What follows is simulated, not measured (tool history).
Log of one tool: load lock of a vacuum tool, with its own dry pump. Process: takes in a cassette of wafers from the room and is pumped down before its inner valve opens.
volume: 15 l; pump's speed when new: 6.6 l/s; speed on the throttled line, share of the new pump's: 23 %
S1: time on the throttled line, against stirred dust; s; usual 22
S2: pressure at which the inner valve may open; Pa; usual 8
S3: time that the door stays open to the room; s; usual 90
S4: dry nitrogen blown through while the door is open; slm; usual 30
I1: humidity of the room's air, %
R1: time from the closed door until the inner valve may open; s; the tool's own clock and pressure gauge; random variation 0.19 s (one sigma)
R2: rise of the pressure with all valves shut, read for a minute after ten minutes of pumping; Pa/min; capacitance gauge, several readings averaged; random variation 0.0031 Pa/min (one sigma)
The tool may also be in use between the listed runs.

run 1 day=0 | S1=22 S2=8 S3=90 S4=30 | I1=49.9 | R1=40.9 R2=0.072
run 2 day=9.683 | S1=22 S2=8 S3=90 S4=30 | I1=46.9 | R1=40.9 R2=0.069
run 3 day=17.092 | S1=22 S2=8 S3=128 S4=30 | I1=44.1 | R1=41.2 R2=0.076
run 4 day=27.354 | S1=22 S2=8 S3=128 S4=30 | I1=45.3 | R1=41.4 R2=0.084
run 5 day=44.425 | S1=22 S2=8 S3=128 S4=30 | I1=42.8 | R1=41.2 R2=0.091
run 6 day=54.921 | S1=22 S2=8 S3=128 S4=30 | I1=46.5 | R1=41.4 R2=0.103
run 7 day=71.75 | S1=22 S2=8 S3=90 S4=30 | I1=43.9 | R1=41.5 R2=0.095
run 8 day=81.1 | S1=22 S2=8 S3=197 S4=30 | I1=48.4 | R1=41.6 R2=0.123
run 9 day=97.462 | S1=22 S2=8 S3=197 S4=30 | I1=48.2 | R1=41.7 R2=0.129
run 10 day=110.562 | S1=22 S2=8 S3=197 S4=30 | I1=45.5 | R1=41.8 R2=0.134
run 11 day=127.888 | S1=22 S2=8 S3=197 S4=30 | I1=46.5 | R1=42.3 R2=0.154
run 12 day=143.662 | S1=22 S2=15 S3=90 S4=30 | I1=46.1 | R1=40.2 R2=0.141
run 13 day=155.238 | S1=22 S2=15 S3=90 S4=30 | I1=45.4 | R1=40.7 R2=0.143
run 14 day=166.329 | S1=22 S2=12 S3=90 S4=30 | I1=47.4 | R1=41.3 R2=0.156
run 15 day=180.546 | S1=22 S2=12 S3=90 S4=30 | I1=47.9 | R1=41.9 R2=0.163
run 16 day=187.567 | S1=22 S2=12 S3=44 S4=30 | I1=44.8 | R1=41.5 R2=0.155
run 17 day=197.446 | S1=22 S2=8 S3=90 S4=30 | I1=43.6 | R1=42.7 R2=0.176
run 18 day=213.279 | S1=22 S2=8 S3=90 S4=30 | I1=46 | R1=42.8 R2=0.19
-- day=219.604 dry pump taken out, an overhauled one fitted
run 19 day=221.062 | S1=22 S2=8 S3=90 S4=30 | I1=41.9 | R1=39 R2=0.187
run 20 day=231.208 | S1=22 S2=8 S3=90 S4=30 | I1=44.3 | R1=39.1 R2=0.202
run 21 day=245.696 | S1=15 S2=8 S3=28 S4=30 | I1=44.3 | R1=33.7 R2=0.191
run 22 day=256.317 | S1=15 S2=8 S3=28 S4=30 | I1=46.4 | R1=34.4 R2=0.215
run 23 day=263.538 | S1=32 S2=8 S3=55 S4=8 | I1=40.4 | R1=47.4 R2=0.227
run 24 day=280.596 | S1=22 S2=8 S3=90 S4=4 | I1=46 | R1=39.4 R2=0.274
run 25 day=290.771 | S1=22 S2=11 S3=125 S4=11 | I1=46.7 | R1=39 R2=0.283
run 26 day=304.633 | S1=22 S2=11 S3=125 S4=11 | I1=47.2 | R1=38.9 R2=0.306
run 27 day=315.108 | S1=22 S2=11 S3=125 S4=11 | I1=46.5 | R1=38.9 R2=0.311
run 28 day=331.692 | S1=22 S2=11 S3=125 S4=6 | I1=47 | R1=39.1 R2=0.341
run 29 day=344.488 | S1=15 S2=8 S3=42 S4=14 | I1=45 | R1=34.8 R2=0.307
run 30 day=357.512 | S1=11 S2=8 S3=163 S4=25 | I1=44.4 | R1=31.7 R2=0.339
run 31 day=370.633 | S1=11 S2=8 S3=163 S4=25 | I1=44.1 | R1=31.9 R2=0.348
run 32 day=382.083 | S1=11 S2=7 S3=88 S4=24 | I1=43.8 | R1=32.1 R2=0.358
run 33 day=393.871 | S1=13 S2=9 S3=88 S4=24 | I1=45 | R1=33.5 R2=0.357
run 34 day=403.517 | S1=37 S2=7 S3=70 S4=35 | I1=44.4 | R1=52.2 R2=0.366
run 35 day=418.396 | S1=37 S2=7 S3=70 S4=35 | I1=46 | R1=52.2 R2=0.381
run 36 day=427.154 | S1=11 S2=8 S3=90 S4=30 | I1=39.4 | R1=32 R2=0.396

The same runs without the tool's hidden state, with the same run-to-run variation:
The hidden state here: pump's speed, % of a new pump's; leak at the door's seal, Pa l/s; drift of the gauge itself on ready_s, %; drift of the gauge itself on rise_pa_min, %.
run=1 R1=38.7 R2=0.063
run=2 R1=38.5 R2=0.057
run=3 R1=38.8 R2=0.061
run=4 R1=38.9 R2=0.065
run=5 R1=38.6 R2=0.065
run=6 R1=38.7 R2=0.071
run=7 R1=38.6 R2=0.054
run=8 R1=38.7 R2=0.077
run=9 R1=38.6 R2=0.076
run=10 R1=38.6 R2=0.073
run=11 R1=38.9 R2=0.083
run=12 R1=37 R2=0.06
run=13 R1=37.4 R2=0.053
run=14 R1=37.7 R2=0.063
run=15 R1=38.1 R2=0.059
run=16 R1=37.7 R2=0.045
run=17 R1=38.6 R2=0.056
run=18 R1=38.6 R2=0.061
run=19 R1=38.6 R2=0.052
run=20 R1=38.6 R2=0.054
run=21 R1=33.1 R2=0.034
run=22 R1=33.7 R2=0.047
run=23 R1=46.8 R2=0.057
run=24 R1=38.6 R2=0.086
run=25 R1=38.1 R2=0.087
run=26 R1=37.9 R2=0.092
run=27 R1=37.9 R2=0.086
run=28 R1=38 R2=0.102
run=29 R1=33.3 R2=0.056
run=30 R1=30 R2=0.075
run=31 R1=30.1 R2=0.074
run=32 R1=30.2 R2=0.063
run=33 R1=31.6 R2=0.056
run=34 R1=50.7 R2=0.05
run=35 R1=50.6 R2=0.047
run=36 R1=29.7 R2=0.051
